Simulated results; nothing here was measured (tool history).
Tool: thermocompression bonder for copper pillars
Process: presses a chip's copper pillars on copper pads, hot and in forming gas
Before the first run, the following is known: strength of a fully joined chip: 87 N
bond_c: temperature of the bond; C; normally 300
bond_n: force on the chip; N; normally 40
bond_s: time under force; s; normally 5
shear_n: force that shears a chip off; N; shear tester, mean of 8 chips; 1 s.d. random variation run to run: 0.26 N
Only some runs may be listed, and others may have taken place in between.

run	day	bond_c	bond_n	bond_s	shear_n
1	0	300	40	5	38.2
2	3.204	300	40	5	37.7
3	6.338	300	40	12	51.3
4	9.129	300	40	12	51.3
5	11.262	300	40	12	51
6	14.754	300	40	12	51.2
# day 16.012: forming gas filter changed
7	16.446	300	46	13	56.1
8	19.662	275	40	5	29.7
# day 20.546: force cell calibrated
9	21.571	317	40	9	52.9
10	23.804	329	52	4	50.3

The next listed run, before its measurement:
11	27.288	295	47	5	?

{"run 11": {"shear_n": 39.2}}
Were there no unlogged condition in the tool, this run, its random variation unchanged, would have produced shear_n 39 N.

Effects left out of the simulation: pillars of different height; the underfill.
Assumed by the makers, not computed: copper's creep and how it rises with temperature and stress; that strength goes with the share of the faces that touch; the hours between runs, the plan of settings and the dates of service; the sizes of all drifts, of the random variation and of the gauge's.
